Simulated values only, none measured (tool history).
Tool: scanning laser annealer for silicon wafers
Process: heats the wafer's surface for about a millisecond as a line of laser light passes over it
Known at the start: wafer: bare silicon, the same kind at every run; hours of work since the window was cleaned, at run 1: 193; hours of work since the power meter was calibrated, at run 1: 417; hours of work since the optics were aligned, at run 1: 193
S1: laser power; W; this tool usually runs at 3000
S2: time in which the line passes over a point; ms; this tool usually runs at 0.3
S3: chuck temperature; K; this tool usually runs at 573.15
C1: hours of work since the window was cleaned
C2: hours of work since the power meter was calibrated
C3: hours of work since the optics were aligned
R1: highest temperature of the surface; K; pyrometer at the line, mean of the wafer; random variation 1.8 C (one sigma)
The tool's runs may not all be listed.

| run | hour | S1 | S2 | S3 | C1 | C2 | C3 | R1 |
|---|---|---|---|---|---|---|---|---|
| 1 | 0 | 3000 | 0.3 | 573.15 | 193 | 417 | 193 | 1293.15 |
| 2 | 81.4 | 3000 | 0.3 | 573.15 | 236 | 459 | 236 | 1293.15 |
| 3 | 141.8 | 3000 | 0.335 | 573.15 | 267 | 491 | 267 | 1336.15 |
| 4 | 181.4 | 3000 | 0.335 | 573.15 | 288 | 512 | 288 | 1334.15 |
| 5 | 251.9 | 3000 | 0.335 | 573.15 | 325 | 549 | 325 | 1333.15 |
| 6 | 328.8 | 3000 | 0.3 | 573.15 | 366 | 590 | 366 | 1296.15 |
| 7 | 403 | 3000 | 0.3 | 573.15 | 405 | 629 | 405 | 1298.15 |
| 8 | 485.1 | 3000 | 0.3 | 573.15 | 448 | 672 | 448 | 1294.15 |
| 9 | 534.1 | 3000 | 0.3 | 573.15 | 474 | 698 | 474 | 1296.15 |
| 10 | 569.9 | 3000 | 0.3 | 573.15 | 493 | 717 | 493 | 1296.15 |
| 11 | 640.6 | 3194 | 0.3 | 575.15 | 530 | 754 | 530 | 1343.15 |
| 12 | 704 | 3194 | 0.3 | 575.15 | 564 | 787 | 564 | 1344.15 |
| 13 | 766.5 | 3048 | 0.354 | 563.15 | 597 | 820 | 597 | 1360.15 |
| 14 | 847.5 | 2692 | 0.232 | 609.15 | 639 | 863 | 639 | 1174.15 |
| 15 | 911.5 | 2692 | 0.232 | 609.15 | 673 | 897 | 673 | 1172.15 |

Here are 5 independent what-if runs from the current tool condition. What would each one return?
| A | 967.3 | 2942 | 0.232 | 609.15 | 702 | 926 | 702 | ? |
| B | 967.3 | 2790 | 0.327 | 557.15 | 702 | 926 | 702 | ? |
| C | 967.3 | 2743 | 0.232 | 609.15 | 702 | 926 | 702 | ? |
| D | 967.3 | 3000 | 0.3 | 552.15 | 702 | 926 | 702 | ? |
| E | 967.3 | 2770 | 0.256 | 588.15 | 702 | 926 | 702 | ? |

| run | R1 |
|---|---|
| A | 1227.15 |
| B | 1258.15 |
| C | 1180.15 |
| D | 1275.15 |
| E | 1202.15 |
Stripped of hidden state, with their random variation kept, the same runs would have yielded:
| run | R1 |
|---|---|
| A | 1228.15 |
| B | 1259.15 |
| C | 1181.15 |
| D | 1275.15 |
| E | 1202.15 |
